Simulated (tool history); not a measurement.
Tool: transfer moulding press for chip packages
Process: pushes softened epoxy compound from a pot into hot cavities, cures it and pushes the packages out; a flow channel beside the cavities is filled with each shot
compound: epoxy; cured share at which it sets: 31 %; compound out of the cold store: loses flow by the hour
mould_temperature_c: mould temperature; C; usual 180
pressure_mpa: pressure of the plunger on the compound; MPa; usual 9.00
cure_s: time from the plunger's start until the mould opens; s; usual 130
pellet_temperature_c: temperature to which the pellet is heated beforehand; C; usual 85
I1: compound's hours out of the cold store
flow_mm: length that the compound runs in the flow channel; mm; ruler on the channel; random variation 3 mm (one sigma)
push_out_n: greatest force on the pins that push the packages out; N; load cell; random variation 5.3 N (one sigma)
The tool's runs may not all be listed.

{"run": 1, "hour": 0.0, "mould_temperature_c": 180, "pressure_mpa": 9.0, "cure_s": 130, "pellet_temperature_c": 85, "I1": 18.8, "flow_mm": 598, "push_out_n": 242}
{"run": 2, "hour": 7.4, "mould_temperature_c": 180, "pressure_mpa": 9.0, "cure_s": 130, "pellet_temperature_c": 85, "I1": 34.1, "flow_mm": 557, "push_out_n": 255}
{"run": 3, "hour": 21.2, "mould_temperature_c": 180, "pressure_mpa": 9.0, "cure_s": 130, "pellet_temperature_c": 85, "I1": 41.4, "flow_mm": 539, "push_out_n": 256}
{"run": 4, "hour": 36.1, "mould_temperature_c": 180, "pressure_mpa": 9.0, "cure_s": 130, "pellet_temperature_c": 85, "I1": 41.3, "flow_mm": 537, "push_out_n": 175}
{"run": 5, "hour": 48.4, "mould_temperature_c": 180, "pressure_mpa": 9.0, "cure_s": 130, "pellet_temperature_c": 85, "I1": 23.0, "flow_mm": 579, "push_out_n": 197}
{"run": 6, "hour": 61.5, "mould_temperature_c": 180, "pressure_mpa": 9.0, "cure_s": 130, "pellet_temperature_c": 82, "I1": 17.7, "flow_mm": 603, "push_out_n": 216}
{"run": 7, "hour": 70.5, "mould_temperature_c": 180, "pressure_mpa": 9.0, "cure_s": 130, "pellet_temperature_c": 82, "I1": 25.2, "flow_mm": 580, "push_out_n": 227}
{"run": 8, "hour": 81.9, "mould_temperature_c": 180, "pressure_mpa": 9.0, "cure_s": 130, "pellet_temperature_c": 83, "I1": 28.6, "flow_mm": 566, "push_out_n": 224}
{"run": 9, "hour": 92.3, "mould_temperature_c": 180, "pressure_mpa": 9.0, "cure_s": 130, "pellet_temperature_c": 83, "I1": 27.9, "flow_mm": 568, "push_out_n": 237}
{"run": 10, "hour": 106.4, "mould_temperature_c": 180, "pressure_mpa": 9.68, "cure_s": 130, "pellet_temperature_c": 83, "I1": 37.0, "flow_mm": 565, "push_out_n": 257}
{"run": 11, "hour": 114.5, "mould_temperature_c": 180, "pressure_mpa": 7.29, "cure_s": 130, "pellet_temperature_c": 85, "I1": 46.4, "flow_mm": 467, "push_out_n": 166}
{"run": 12, "hour": 126.5, "mould_temperature_c": 180, "pressure_mpa": 7.29, "cure_s": 130, "pellet_temperature_c": 85, "I1": 23.0, "flow_mm": 527, "push_out_n": 184}
{"run": 13, "hour": 137.5, "mould_temperature_c": 180, "pressure_mpa": 7.29, "cure_s": 130, "pellet_temperature_c": 85, "I1": 34.7, "flow_mm": 496, "push_out_n": 210}
{"run": 14, "hour": 148.5, "mould_temperature_c": 180, "pressure_mpa": 7.29, "cure_s": 130, "pellet_temperature_c": 85, "I1": 12.3, "flow_mm": 550, "push_out_n": 217}
{"run": 15, "hour": 155.7, "mould_temperature_c": 180, "pressure_mpa": 7.27, "cure_s": 146, "pellet_temperature_c": 85, "I1": 39.9, "flow_mm": 481, "push_out_n": 212}
{"run": 16, "hour": 168.3, "mould_temperature_c": 177, "pressure_mpa": 8.06, "cure_s": 130, "pellet_temperature_c": 85, "I1": 25.8, "flow_mm": 550, "push_out_n": 247}
{"run": 17, "hour": 181.1, "mould_temperature_c": 177, "pressure_mpa": 8.06, "cure_s": 130, "pellet_temperature_c": 85, "I1": 28.5, "flow_mm": 537, "push_out_n": 267}
{"run": 18, "hour": 196.9, "mould_temperature_c": 186, "pressure_mpa": 8.49, "cure_s": 130, "pellet_temperature_c": 85, "I1": 43.6, "flow_mm": 541, "push_out_n": 182}
{"run": 19, "hour": 206.1, "mould_temperature_c": 186, "pressure_mpa": 8.49, "cure_s": 141, "pellet_temperature_c": 85, "I1": 46.4, "flow_mm": 529, "push_out_n": 184}
{"run": 20, "hour": 219.9, "mould_temperature_c": 186, "pressure_mpa": 8.49, "cure_s": 141, "pellet_temperature_c": 85, "I1": 43.0, "flow_mm": 542, "push_out_n": 188}
{"run": 21, "hour": 228.9, "mould_temperature_c": 186, "pressure_mpa": 8.49, "cure_s": 141, "pellet_temperature_c": 85, "I1": 11.1, "flow_mm": 633, "push_out_n": 216}
{"run": 22, "hour": 236.8, "mould_temperature_c": 179, "pressure_mpa": 8.24, "cure_s": 167, "pellet_temperature_c": 83, "I1": 13.9, "flow_mm": 625, "push_out_n": 218}
{"run": 23, "hour": 242.5, "mould_temperature_c": 172, "pressure_mpa": 8.24, "cure_s": 167, "pellet_temperature_c": 84, "I1": 38.4, "flow_mm": 573, "push_out_n": 238}
{"run": 24, "hour": 253.4, "mould_temperature_c": 180, "pressure_mpa": 7.19, "cure_s": 130, "pellet_temperature_c": 83, "I1": 8.5, "flow_mm": 597, "push_out_n": 250}
{"run": 25, "hour": 265.0, "mould_temperature_c": 180, "pressure_mpa": 10.76, "cure_s": 158, "pellet_temperature_c": 83, "I1": 12.2, "flow_mm": 719, "push_out_n": 244}
{"run": 26, "hour": 271.2, "mould_temperature_c": 182, "pressure_mpa": 7.75, "cure_s": 146, "pellet_temperature_c": 91, "I1": 30.9, "flow_mm": 552, "push_out_n": 252}
{"run": 27, "hour": 278.9, "mould_temperature_c": 173, "pressure_mpa": 7.76, "cure_s": 148, "pellet_temperature_c": 77, "I1": 42.5, "flow_mm": 542, "push_out_n": 189}
{"run": 28, "hour": 288.2, "mould_temperature_c": 173, "pressure_mpa": 7.76, "cure_s": 148, "pellet_temperature_c": 77, "I1": 33.8, "flow_mm": 558, "push_out_n": 206}

Taken out of this log: 5 entries between the listed runs. Where each belongs, and how the hidden state differs across it:
Between runs 3 and 4: cavities cleaned with cleaning compound and waxed (hour 35.5)
  true mould temperature over the reading, C: 0.54 -> 0.55; pressure that reaches the compound, % of what is set: 87.53 -> 87.28; grip of the stained cavities, % over clean ones': 53 -> 1.6
  measured less the result without the state, flow_mm: -39 -> -39 mm; push_out_n: +88 -> +1 N
Between runs 10 and 11: cavities cleaned with cleaning compound and waxed (hour 114.5)
  pressure that reaches the compound, % of what is set: 86 -> 85.87; grip of the stained cavities, % over clean ones': 52.4 -> 0
  measured less the result without the state, flow_mm: -46 -> -39 mm; push_out_n: +87 -> -1 N
Between runs 17 and 18: plunger's sealing rings changed (hour 186.5); cavities cleaned with cleaning compound and waxed (hour 195.1)
  true mould temperature over the reading, C: 0.61 -> 0.62; pressure that reaches the compound, % of what is set: 84.63 -> 99.72; grip of the stained cavities, % over clean ones': 49.4 -> 5.9
  measured less the result without the state, flow_mm: -48 -> -2 mm; push_out_n: +86 -> +10 N
Between runs 26 and 27: cavities cleaned with cleaning compound and waxed (hour 273.8)
  true mould temperature over the reading, C: 0.65 -> 0.66; pressure that reaches the compound, % of what is set: 98.36 -> 98.24; grip of the stained cavities, % over clean ones': 56.1 -> 5.6
  measured less the result without the state, flow_mm: -6 -> -6 mm; push_out_n: +91 -> +8 N
